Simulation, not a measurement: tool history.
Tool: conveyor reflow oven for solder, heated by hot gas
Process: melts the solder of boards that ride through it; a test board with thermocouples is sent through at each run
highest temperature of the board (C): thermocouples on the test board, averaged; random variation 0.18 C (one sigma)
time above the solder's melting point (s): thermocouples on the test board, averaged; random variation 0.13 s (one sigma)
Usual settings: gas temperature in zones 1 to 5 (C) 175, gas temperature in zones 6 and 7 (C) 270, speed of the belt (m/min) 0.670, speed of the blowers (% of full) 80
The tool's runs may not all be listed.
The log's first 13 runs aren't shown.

| run | hour | gas temperature in zones 1 to 5 (C) | gas temperature in zones 6 and 7 (C) | speed of the belt (m/min) | speed of the blowers (% of full) | hours of work since the flux was cleaned out | hours of work since the belt drive was overhauled | hours of work since the thermocouples were changed | highest temperature of the board (C) | time above the solder's melting point (s) |
|---|---|---|---|---|---|---|---|---|---|---|
| 14 | 249.8 | 175 | 270 | 0.670 | 56 | 74 | 750 | 92 | 246.5 | 47.6 |
| 15 | 262.4 | 175 | 270 | 0.670 | 56 | 82 | 758 | 100 | 246.3 | 47.7 |
| 16 | 273.1 | 188 | 273 | 0.670 | 77 | 89 | 764 | 107 | 258.5 | 62.7 |
| 17 | 291.8 | 188 | 273 | 0.670 | 77 | 101 | 776 | 119 | 258.6 | 62.6 |
| 18 | 303.4 | 162 | 270 | 0.670 | 61 | 108 | 784 | 126 | 245.0 | 42.9 |
| 19 | 324.3 | 162 | 270 | 0.670 | 61 | 122 | 797 | 140 | 245.1 | 42.9 |
| 20 | 341.5 | 169 | 281 | 0.604 | 53 | 133 | 808 | 151 | 256.8 | 59.9 |
| 21 | 358.0 | 165 | 284 | 0.575 | 70 | 143 | 819 | 161 | 266.8 | 69.5 |
| 22 | 374.8 | 183 | 266 | 0.701 | 66 | 154 | 829 | 172 | 246.5 | 49.0 |
| 23 | 393.3 | 183 | 266 | 0.701 | 66 | 166 | 841 | 184 | 246.1 | 48.9 |
| 24 | 408.9 | 175 | 276 | 0.701 | 66 | 176 | 851 | 194 | 252.5 | 50.8 |
| 25 | 422.0 | 178 | 276 | 0.701 | 52 | 184 | 860 | 202 | 247.1 | 46.1 |
| 26 | 444.6 | 163 | 275 | 0.632 | 58 | 199 | 874 | 217 | 249.8 | 50.2 |
| 27 | 456.3 | 186 | 274 | 0.785 | 66 | 206 | 881 | 224 | 249.0 | 45.4 |
| 28 | 481.2 | 171 | 259 | 0.670 | 55 | 222 | 897 | 240 | 234.6 | 34.1 |
| 29 | 503.0 | 171 | 259 | 0.670 | 55 | 236 | 911 | 254 | 234.3 | 33.8 |
| 30 | 518.2 | 166 | 260 | 0.686 | 89 | 245 | 921 | 263 | 244.2 | 44.5 |

Forecast each of these 4 alternatives for the next run:
| A | 543.8 | 179 | 260 | 0.686 | 89 | 262 | 937 | 280 | ? | ? |
| B | 543.8 | 175 | 264 | 0.542 | 76 | 262 | 937 | 280 | ? | ? |
| C | 543.8 | 178 | 270 | 0.670 | 80 | 262 | 937 | 280 | ? | ? |
| D | 543.8 | 166 | 270 | 0.670 | 80 | 262 | 937 | 280 | ? | ? |

| run | highest temperature of the board (C) | time above the solder's melting point (s) |
|---|---|---|
| A | 246.2 | 50.4 |
| B | 252.4 | 69.3 |
| C | 253.3 | 56.0 |
| D | 251.1 | 50.5 |
Without the tool's hidden state the same runs would have given:
| run | highest temperature of the board (C) | time above the solder's melting point (s) |
|---|---|---|
| A | 248.4 | 52.1 |
| B | 254.2 | 70.5 |
| C | 255.5 | 57.2 |
| D | 253.5 | 52.2 |
